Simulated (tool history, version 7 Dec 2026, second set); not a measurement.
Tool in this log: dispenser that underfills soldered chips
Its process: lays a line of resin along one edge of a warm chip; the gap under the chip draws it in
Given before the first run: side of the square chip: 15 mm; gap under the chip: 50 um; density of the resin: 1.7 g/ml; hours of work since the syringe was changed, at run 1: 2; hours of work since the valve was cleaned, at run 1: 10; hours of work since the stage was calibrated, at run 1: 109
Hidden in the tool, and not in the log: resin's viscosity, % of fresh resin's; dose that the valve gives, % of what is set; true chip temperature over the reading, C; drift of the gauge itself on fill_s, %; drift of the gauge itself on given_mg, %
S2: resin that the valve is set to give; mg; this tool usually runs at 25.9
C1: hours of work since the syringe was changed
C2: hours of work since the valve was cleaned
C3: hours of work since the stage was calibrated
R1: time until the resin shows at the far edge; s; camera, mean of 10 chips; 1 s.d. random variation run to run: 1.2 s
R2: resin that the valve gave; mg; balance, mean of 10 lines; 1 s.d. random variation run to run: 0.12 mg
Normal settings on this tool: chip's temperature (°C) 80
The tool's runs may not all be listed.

run 1 hour=0.0 | chip's_temperature_(°C)=80 S2=25.9 | C1=2 C2=10 C3=109 | R1=126.3 R2=25.66
run 2 hour=7.8 | chip's_temperature_(°C)=80 S2=25.9 | C1=7 C2=15 C3=114 | R1=161.7 R2=25.60
-- hour=11.7 new syringe of resin
run 3 hour=15.3 | chip's_temperature_(°C)=77 S2=25.9 | C1=2 C2=20 C3=118 | R1=149.6 R2=25.53
run 4 hour=19.3 | chip's_temperature_(°C)=77 S2=25.9 | C1=5 C2=22 C3=121 | R1=164.4 R2=25.48
-- hour=25.9 new syringe of resin
run 5 hour=28.2 | chip's_temperature_(°C)=77 S2=25.9 | C1=1 C2=28 C3=126 | R1=142.1 R2=25.18
run 6 hour=37.3 | chip's_temperature_(°C)=80 S2=25.9 | C1=7 C2=34 C3=132 | R1=161.2 R2=25.14
-- hour=40.7 new syringe of resin
run 7 hour=45.9 | chip's_temperature_(°C)=80 S2=25.9 | C1=3 C2=39 C3=137 | R1=135.3 R2=24.98
run 8 hour=50.0 | chip's_temperature_(°C)=80 S2=27.3 | C1=6 C2=41 C3=140 | R1=152.2 R2=26.34
run 9 hour=54.1 | chip's_temperature_(°C)=80 S2=27.3 | C1=8 C2=44 C3=143 | R1=174.7 R2=26.23
-- hour=55.1 new syringe of resin
run 10 hour=59.8 | chip's_temperature_(°C)=80 S2=27.0 | C1=3 C2=47 C3=146 | R1=132.3 R2=25.95
run 11 hour=63.6 | chip's_temperature_(°C)=86 S2=27.0 | C1=5 C2=50 C3=148 | R1=116.8 R2=25.67
-- hour=69.4 new syringe of resin
run 12 hour=71.4 | chip's_temperature_(°C)=86 S2=27.0 | C1=1 C2=54 C3=153 | R1=97.1 R2=25.73
run 13 hour=75.8 | chip's_temperature_(°C)=80 S2=25.9 | C1=4 C2=57 C3=156 | R1=143.0 R2=24.57
run 14 hour=82.8 | chip's_temperature_(°C)=80 S2=30.2 | C1=8 C2=62 C3=160 | R1=168.7 R2=28.26
-- hour=83.9 new syringe of resin
-- hour=92.5 dispensing valve cleaned and set on the balance
run 15 hour=92.9 | chip's_temperature_(°C)=80 S2=30.2 | C1=5 C2=0 C3=166 | R1=144.8 R2=29.94
-- hour=99.0 new syringe of resin
run 16 hour=99.3 | chip's_temperature_(°C)=80 S2=25.9 | C1=0 C2=4 C3=170 | R1=114.6 R2=25.78
run 17 hour=104.6 | chip's_temperature_(°C)=80 S2=25.9 | C1=4 C2=7 C3=173 | R1=132.8 R2=25.82
run 18 hour=111.2 | chip's_temperature_(°C)=80 S2=31.5 | C1=8 C2=12 C3=177 | R1=159.2 R2=31.12
-- hour=113.3 new syringe of resin
run 19 hour=120.0 | chip's_temperature_(°C)=95 S2=31.3 | C1=4 C2=17 C3=183 | R1=72.6 R2=30.75
-- hour=127.6 new syringe of resin
run 20 hour=128.1 | chip's_temperature_(°C)=80 S2=25.7 | C1=0 C2=22 C3=187 | R1=117.5 R2=25.20
run 21 hour=137.0 | chip's_temperature_(°C)=91 S2=23.2 | C1=6 C2=28 C3=193 | R1=95.8 R2=22.63
-- hour=142.4 new syringe of resin
run 22 hour=144.6 | chip's_temperature_(°C)=73 S2=29.1 | C1=1 C2=32 C3=198 | R1=162.6 R2=28.04
run 23 hour=151.6 | chip's_temperature_(°C)=73 S2=29.1 | C1=6 C2=37 C3=202 | R1=199.2 R2=27.94
-- hour=156.9 new syringe of resin
run 24 hour=160.6 | chip's_temperature_(°C)=73 S2=29.1 | C1=2 C2=42 C3=208 | R1=172.4 R2=27.97
run 25 hour=167.1 | chip's_temperature_(°C)=66 S2=25.6 | C1=6 C2=46 C3=212 | R1=303.1 R2=24.47
-- hour=171.4 new syringe of resin
run 26 hour=174.0 | chip's_temperature_(°C)=90 S2=26.6 | C1=2 C2=50 C3=216 | R1=83.3 R2=25.22
run 27 hour=178.3 | chip's_temperature_(°C)=81 S2=29.3 | C1=4 C2=53 C3=218 | R1=132.8 R2=27.93
run 28 hour=183.0 | chip's_temperature_(°C)=93 S2=29.9 | C1=7 C2=56 C3=221 | R1=93.2 R2=28.26
-- hour=185.8 new syringe of resin
run 29 hour=190.5 | chip's_temperature_(°C)=70 S2=28.6 | C1=3 C2=60 C3=226 | R1=206.3 R2=26.76
run 30 hour=194.4 | chip's_temperature_(°C)=94 S2=32.3 | C1=5 C2=63 C3=228 | R1=79.7 R2=30.57
-- hour=199.8 new syringe of resin
-- hour=202.2 dispensing valve cleaned and set on the balance
run 31 hour=204.2 | chip's_temperature_(°C)=94 S2=32.3 | C1=2 C2=1 C3=234 | R1=68.8 R2=32.30
run 32 hour=208.0 | chip's_temperature_(°C)=85 S2=28.9 | C1=5 C2=4 C3=236 | R1=114.4 R2=28.70

For run 33, what comes out?
run 33 hour=214.4 | chip's_temperature_(°C)=69 S2=28.9 | C1=9 C2=8 C3=240 | R1=? R2=?

For run 33 the tool returned R1 281.1 s, R2 28.78 mg.
Were there no unlogged condition in the tool, this run, its random variation unchanged, would have produced R1 189.2 s, R2 28.98 mg.

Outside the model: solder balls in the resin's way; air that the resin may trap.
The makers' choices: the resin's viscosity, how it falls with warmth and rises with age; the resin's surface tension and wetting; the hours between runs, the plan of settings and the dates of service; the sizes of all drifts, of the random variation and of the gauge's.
